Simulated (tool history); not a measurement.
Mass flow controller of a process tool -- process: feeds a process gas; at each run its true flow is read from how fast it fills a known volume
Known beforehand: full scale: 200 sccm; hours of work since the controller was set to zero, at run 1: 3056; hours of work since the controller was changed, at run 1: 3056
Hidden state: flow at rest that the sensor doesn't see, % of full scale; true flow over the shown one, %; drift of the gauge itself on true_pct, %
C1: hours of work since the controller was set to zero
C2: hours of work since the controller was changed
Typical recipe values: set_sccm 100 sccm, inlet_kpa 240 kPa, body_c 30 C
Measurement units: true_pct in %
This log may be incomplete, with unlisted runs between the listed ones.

Run 1, day 0: usual settings; C1 3056; C2 3056. Result: true_pct 98.65 %.
Run 2, day 14.221: usual settings; C1 3266; C2 3266. Result: true_pct 98.7 %.
Run 3, day 21.788: usual settings but body_c 33 C; C1 3377; C2 3377. Result: true_pct 98.64 %.
Run 4, day 30.375: usual settings but body_c 26 C; C1 3504; C2 3504. Result: true_pct 98.67 %.
Run 5, day 40.721: usual settings but body_c 26 C; C1 3657; C2 3657. Result: true_pct 98.69 %.
Run 6, day 56.671: usual settings but body_c 26 C; C1 3892; C2 3892. Result: true_pct 98.8 %.
Run 7, day 71.442: usual settings but inlet_kpa 165 kPa; C1 4109; C2 4109. Result: true_pct 99.09 %.
Run 8, day 81.579: usual settings but inlet_kpa 165 kPa; C1 4259; C2 4259. Result: true_pct 99.06 %.
Run 9, day 96.967: usual settings but inlet_kpa 165 kPa; C1 4486; C2 4486. Result: true_pct 99.1 %.
Run 10, day 108.458: usual settings but inlet_kpa 165 kPa, body_c 36 C; C1 4655; C2 4655. Result: true_pct 99.06 %.
Run 11, day 118.65: usual settings but inlet_kpa 165 kPa, body_c 36 C; C1 4805; C2 4805. Result: true_pct 99.06 %.
Run 12, day 127.646: usual settings but inlet_kpa 165 kPa, body_c 36 C; C1 4938; C2 4938. Result: true_pct 98.91 %.
Run 13, day 144.212: usual settings; C1 5182; C2 5182. Result: true_pct 98.92 %.
Run 14, day 152.917: usual settings; C1 5310; C2 5310. Result: true_pct 98.95 %.

What will run 15 give?
Run 15, day 168.404: usual settings; C1 5539; C2 5539. Result: true_pct ?.

true_pct: 98.89 %
The same run, on a tool lacking any hidden state, would have yielded true_pct 98.75 %.
